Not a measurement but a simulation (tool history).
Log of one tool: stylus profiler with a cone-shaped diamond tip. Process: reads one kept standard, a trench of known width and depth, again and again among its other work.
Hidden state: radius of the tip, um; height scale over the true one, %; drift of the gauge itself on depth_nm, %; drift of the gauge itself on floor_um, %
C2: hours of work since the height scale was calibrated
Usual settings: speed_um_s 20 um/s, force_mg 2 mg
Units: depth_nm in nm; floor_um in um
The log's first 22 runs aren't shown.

Run 23, hour 635: usual settings but speed_um_s 21 um/s; scans with this tip 5445; C2 38. Result: depth_nm 100.69 nm, floor_um 48.34 um.
Run 24, hour 670: usual settings but speed_um_s 33 um/s, force_mg 1.42 mg; scans with this tip 5625; C2 61. Result: depth_nm 100.52 nm, floor_um 48.21 um.
Run 25, hour 699.3: usual settings but speed_um_s 27 um/s, force_mg 2.43 mg; scans with this tip 5776; C2 80. Result: depth_nm 100.78 nm, floor_um 48.34 um.
Run 26, hour 723.7: usual settings but speed_um_s 12 um/s, force_mg 4.32 mg; scans with this tip 5901; C2 96. Result: depth_nm 101.36 nm, floor_um 48.38 um.
Run 27, hour 753.6: usual settings but speed_um_s 12 um/s, force_mg 4.32 mg; scans with this tip 6055; C2 116. Result: depth_nm 101.32 nm, floor_um 48.35 um.
Run 28, hour 786.9: usual settings but speed_um_s 12 um/s, force_mg 4.32 mg; scans with this tip 6226; C2 138. Result: depth_nm 101.38 nm, floor_um 48.4 um.
At hour 795: height scale calibrated on a step standard, once more.
Run 29, hour 811.8: usual settings but speed_um_s 12 um/s, force_mg 3.56 mg; scans with this tip 6352; C2 11. Result: depth_nm 101.52 nm, floor_um 48.37 um.
Run 30, hour 843.2: usual settings but speed_um_s 12 um/s, force_mg 3.56 mg; scans with this tip 6513; C2 32. Result: depth_nm 101.56 nm, floor_um 48.38 um.
Run 31, hour 860.1: usual settings but speed_um_s 12 um/s, force_mg 3.56 mg; scans with this tip 6600; C2 43. Result: depth_nm 101.53 nm, floor_um 48.43 um.
Run 32, hour 877.4: usual settings but speed_um_s 7 um/s, force_mg 0.94 mg; scans with this tip 6689; C2 54. Result: depth_nm 100.57 nm, floor_um 48.4 um.
Run 33, hour 912.4: usual settings but speed_um_s 25 um/s, force_mg 2.77 mg; scans with this tip 6869; C2 77. Result: depth_nm 101.39 nm, floor_um 48.4 um.
Run 34, hour 942: usual settings but speed_um_s 77 um/s, force_mg 5.15 mg; scans with this tip 7021; C2 97. Result: depth_nm 101.89 nm, floor_um 48.1 um.
Run 35, hour 979.7: usual settings but speed_um_s 10 um/s, force_mg 5.01 mg; scans with this tip 7215; C2 122. Result: depth_nm 101.85 nm, floor_um 48.44 um.
Run 36, hour 1000: usual settings but speed_um_s 76 um/s, force_mg 0.7 mg; scans with this tip 7320; C2 135. Result: depth_nm 100.44 nm, floor_um 47.54 um.
Run 37, hour 1016.4: usual settings but speed_um_s 76 um/s, force_mg 0.7 mg; scans with this tip 7404; C2 146. Result: depth_nm 100.39 nm, floor_um 47.53 um.
Run 38, hour 1035.5: usual settings but speed_um_s 8 um/s, force_mg 2.9 mg; scans with this tip 7502; C2 159. Result: depth_nm 101.32 nm, floor_um 48.39 um.
Run 39, hour 1065.4: usual settings but speed_um_s 6 um/s, force_mg 0.72 mg; scans with this tip 7656; C2 178. Result: depth_nm 100.37 nm, floor_um 48.32 um.
Run 40, hour 1098.2: usual settings but speed_um_s 8 um/s, force_mg 0.72 mg; scans with this tip 7824; C2 200. Result: depth_nm 100.47 nm, floor_um 48.35 um.
Run 41, hour 1132.4: usual settings but speed_um_s 11 um/s, force_mg 1.46 mg; scans with this tip 8000; C2 223. Result: depth_nm 100.76 nm, floor_um 48.37 um.
Run 42, hour 1166.7: usual settings but speed_um_s 38 um/s; scans with this tip 8177; C2 245. Result: depth_nm 101.05 nm, floor_um 48.19 um.
Run 43, hour 1196.6: usual settings but speed_um_s 35 um/s, force_mg 1.1 mg; scans with this tip 8330; C2 265. Result: depth_nm 100.53 nm, floor_um 48.11 um.
Run 44, hour 1232.7: usual settings but speed_um_s 24 um/s, force_mg 0.83 mg; scans with this tip 8516; C2 289. Result: depth_nm 100.48 nm, floor_um 48.17 um.
Run 45, hour 1249.9: usual settings but speed_um_s 6 um/s, force_mg 2.83 mg; scans with this tip 8605; C2 300. Result: depth_nm 101.15 nm, floor_um 48.39 um.
Run 46, hour 1265.2: usual settings but speed_um_s 15 um/s, force_mg 1.5 mg; scans with this tip 8683; C2 310. Result: depth_nm 100.68 nm, floor_um 48.34 um.

Forecast each of these 4 alternatives for the next run:
Run A, hour 1286.4: usual settings but speed_um_s 74 um/s, force_mg 4.31 mg; scans with this tip 8793; C2 324. Result: depth_nm ?, floor_um ?.
Run B, hour 1286.4: usual settings but speed_um_s 15 um/s, force_mg 0.72 mg; scans with this tip 8793; C2 324. Result: depth_nm ?, floor_um ?.
Run C, hour 1286.4: usual settings but speed_um_s 5 um/s; scans with this tip 8793; C2 324. Result: depth_nm ?, floor_um ?.
Run D, hour 1286.4: usual settings but speed_um_s 22 um/s, force_mg 1.38 mg; scans with this tip 8793; C2 324. Result: depth_nm ?, floor_um ?.

run  depth_nm  floor_um
  A    101.58     48.05
  B    100.43     48.27
  C    100.89      48.4
  D    100.74     48.21
Without the tool's hidden state the same runs would have given:
run  depth_nm  floor_um
  A    101.71     48.23
  B    100.56     48.45
  C    101.03     48.58
  D    100.88     48.39
